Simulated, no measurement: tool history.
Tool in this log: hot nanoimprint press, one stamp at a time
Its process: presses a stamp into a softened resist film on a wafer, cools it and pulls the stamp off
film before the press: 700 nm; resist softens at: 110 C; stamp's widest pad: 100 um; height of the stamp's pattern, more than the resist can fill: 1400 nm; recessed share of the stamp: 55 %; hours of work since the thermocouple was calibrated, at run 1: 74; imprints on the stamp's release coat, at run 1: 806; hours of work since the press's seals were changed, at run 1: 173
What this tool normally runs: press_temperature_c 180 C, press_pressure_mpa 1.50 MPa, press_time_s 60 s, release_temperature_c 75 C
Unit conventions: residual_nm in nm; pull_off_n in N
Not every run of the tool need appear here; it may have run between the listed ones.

| run | hour | press_temperature_c | press_pressure_mpa | press_time_s | release_temperature_c | hours of work since the thermocouple was calibrated | imprints on the stamp's release coat | hours of work since the press's seals were changed | residual_nm | pull_off_n |
|---|---|---|---|---|---|---|---|---|---|---|
| 1 | 0.0 | 180 | 1.50 | 60 | 75 | 74 | 806 | 173 | 307.1 | 144 |
| 2 | 8.7 | 180 | 1.50 | 60 | 75 | 80 | 833 | 179 | 306.6 | 144 |
| 3 | 14.8 | 180 | 1.50 | 60 | 75 | 83 | 852 | 182 | 305.8 | 143 |
| 4 | 18.7 | 188 | 1.50 | 60 | 75 | 85 | 864 | 184 | 198.4 | 145 |
|  | 22.2 | plate thermocouple calibrated |
| 5 | 30.5 | 188 | 1.50 | 60 | 75 | 5 | 890 | 190 | 200.2 | 147 |
| 6 | 40.0 | 188 | 1.50 | 60 | 75 | 10 | 919 | 195 | 200.0 | 149 |
| 7 | 44.2 | 185 | 1.50 | 60 | 71 | 13 | 932 | 198 | 234.3 | 158 |
| 8 | 52.8 | 185 | 1.50 | 60 | 71 | 18 | 958 | 203 | 235.8 | 160 |
|  | 62.9 | plate thermocouple calibrated, once more |
| 9 | 63.2 | 185 | 1.50 | 60 | 71 | 0 | 981 | 207 | 230.7 | 160 |
| 10 | 71.4 | 185 | 1.50 | 60 | 71 | 5 | 1006 | 212 | 230.2 | 157 |

5 ways to go on from here, each from the tool as it stands after run 10. What would each give?
| A | 77.6 | 177 | 1.59 | 60 | 73 | 9 | 1025 | 216 | ? | ? |
| B | 77.6 | 188 | 1.22 | 60 | 65 | 9 | 1025 | 216 | ? | ? |
| C | 77.6 | 189 | 0.95 | 60 | 73 | 9 | 1025 | 216 | ? | ? |
| D | 77.6 | 180 | 2.39 | 60 | 75 | 9 | 1025 | 216 | ? | ? |
| E | 77.6 | 185 | 1.22 | 83 | 72 | 9 | 1025 | 216 | ? | ? |

| run | residual_nm | pull_off_n |
|---|---|---|
| A | 345.0 | 157 |
| B | 216.8 | 191 |
| C | 232.8 | 156 |
| D | 243.9 | 151 |
| E | 221.3 | 168 |
The same runs, with their run-to-run variation unchanged, on a tool lacking any hidden condition would have given:
| run | residual_nm | pull_off_n |
|---|---|---|
| A | 343.7 | 126 |
| B | 216.1 | 153 |
| C | 232.4 | 125 |
| D | 241.8 | 121 |
| E | 220.7 | 135 |

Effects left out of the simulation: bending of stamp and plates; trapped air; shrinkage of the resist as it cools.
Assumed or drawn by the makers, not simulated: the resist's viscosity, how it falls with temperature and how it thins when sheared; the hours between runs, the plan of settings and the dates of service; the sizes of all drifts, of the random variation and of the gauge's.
